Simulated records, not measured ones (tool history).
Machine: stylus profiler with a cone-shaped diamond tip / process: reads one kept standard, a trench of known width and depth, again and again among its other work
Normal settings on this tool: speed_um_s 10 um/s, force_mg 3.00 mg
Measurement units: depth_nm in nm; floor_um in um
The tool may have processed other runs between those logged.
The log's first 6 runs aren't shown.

run,hour,speed_um_s,force_mg,scans with this tip,hours of work since the height scale was calibrated,depth_nm,floor_um
7,320.8,10,3.00,3308,765,203.27,97.50
8,367.9,10,3.00,3436,795,203.41,97.46
9,435.9,10,3.00,3621,838,203.49,97.40
10,514.3,10,3.00,3835,887,203.38,97.34
11,590.6,10,3.13,4043,935,203.31,97.36
12,666.8,10,3.13,4251,983,203.36,97.35
13,733.4,10,3.13,4432,1025,203.45,97.34
14,792.2,10,3.13,4592,1062,203.35,97.31
15,866.8,31,3.00,4796,1109,203.22,97.21
16,945.1,7,3.00,5009,1159,203.20,97.25
17,999.8,13,3.00,5158,1193,203.21,97.23
18,1048.1,17,3.76,5290,1223,203.84,97.17
19,1085.6,17,2.68,5392,1247,202.80,97.25
20,1137.0,17,2.68,5532,1279,202.84,97.10
21,1189.5,17,1.79,5675,1313,201.99,97.09

Run 22 has not been measured yet. What should we expect?
22,1253.8,6,5.99,5851,1353,?,?

{"run 22": {"depth_nm": 205.55, "floor_um": 97.12}}
The same run, on a tool lacking any hidden state, would have yielded depth_nm 206.21 nm, floor_um 98.01 um.

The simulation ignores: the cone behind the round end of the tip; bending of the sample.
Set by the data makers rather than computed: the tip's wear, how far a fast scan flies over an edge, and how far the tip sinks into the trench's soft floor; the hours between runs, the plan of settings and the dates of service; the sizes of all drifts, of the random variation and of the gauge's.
